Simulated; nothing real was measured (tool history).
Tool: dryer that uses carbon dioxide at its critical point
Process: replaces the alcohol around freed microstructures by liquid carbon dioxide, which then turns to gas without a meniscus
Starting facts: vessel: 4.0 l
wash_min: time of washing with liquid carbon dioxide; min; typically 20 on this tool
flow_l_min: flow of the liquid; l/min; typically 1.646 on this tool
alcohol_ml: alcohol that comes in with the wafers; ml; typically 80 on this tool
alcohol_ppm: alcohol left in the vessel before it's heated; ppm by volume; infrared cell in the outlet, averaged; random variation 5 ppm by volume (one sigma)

run    hour  wash_min  flow_l_min  alcohol_ml  alcohol_ppm
  1     0.0        20       1.646          80           49
  2    40.3        20       1.646          80           51
  3   111.6        20       1.646          80           55
  4   145.4        20       1.646         111           79
  5   213.4        20       1.646         111           85
  6   261.8        20       1.970          80           57
      326.0  -- inlet filter changed
  7   329.6        20       1.050          80          230
  8   400.2        20       1.050          80          252
  9   461.8        20       1.050          80          263
 10   526.1        20       1.646          80           80
 11   574.3        20       1.646          80           82
 12   612.8        20       1.646          37           86
 13   681.5        20       1.646          80           93
 14   717.5        20       1.646          80           91
 15   754.9        20       1.646          80          114
 16   826.4        20       1.646          80          111
 17   855.4        20       1.130          80          302
 18   905.5        20       1.646          80          120
 19   967.8        20       1.646          80          139
 20  1012.5        20       1.646          80          142
 21  1074.8        20       1.646          80          155
 22  1132.0        20       1.646          80          159
 23  1198.9        28       1.646          80          136
 24  1253.5        28       1.646          80          145
 25  1312.1        25       2.680          80          135
 26  1371.4        25       2.350          57          152
     1390.0  -- inlet filter changed
 27  1432.4        14       2.320          56          158
 28  1464.9        20       1.646          56          169
     1473.6  -- purifier's bed changed
 29  1502.8        20       1.646          56           17
 30  1549.7        20       1.646          56           13
 31  1610.9        14       1.190          43          310
 32  1675.8        14       1.190          43          315
 33  1731.7        14       1.190          43          352
 34  1773.5        20       1.646          53           41
 35  1826.1        26       2.030          93           47
 36  1875.0        26       2.030          93           42
 37  1926.1        26       1.170          82           90
 38  1986.5        26       1.170          82           92
 39  2053.5        12       2.570          35           75
 40  2082.6        12       2.570          35           75
 41  2145.7        20       1.646          22           82
 42  2211.4        30       2.340         106           71
 43  2271.9        20       2.150          48           95
 44  2300.9        20       2.150          48           76

Some steps in alcohol_ppm between neighbouring runs. How much of each would the tool show without its hidden state too (settings, what came in, random variation), and how much is left for the hidden state, with any gauge scatter that isn't in both results?
The hidden state here: flow that reaches the vessel past the clogged filter, %; alcohol in the recycled carbon dioxide, ppm; drift of the gauge itself on alcohol_ppm, %.
Run 16 -> 17: flow_l_min 1.646 -> 1.130. alcohol_ppm +191 ppm by volume: hidden state +68, all else +123.
Run 17 -> 18: flow_l_min 1.130 -> 1.646. alcohol_ppm -182 ppm by volume: hidden state -60, all else -122.
Run 28 -> 29: purifier's bed changed. alcohol_ppm -152 ppm by volume: hidden state -148, all else -4.
Run 30 -> 31: wash_min 20 -> 14, flow_l_min 1.646 -> 1.190, alcohol_ml 56 -> 43. alcohol_ppm +297 ppm by volume: hidden state +42, all else +255.
Run 33 -> 34: wash_min 14 -> 20, flow_l_min 1.190 -> 1.646, alcohol_ml 43 -> 53. alcohol_ppm -311 ppm by volume: hidden state -54, all else -257.
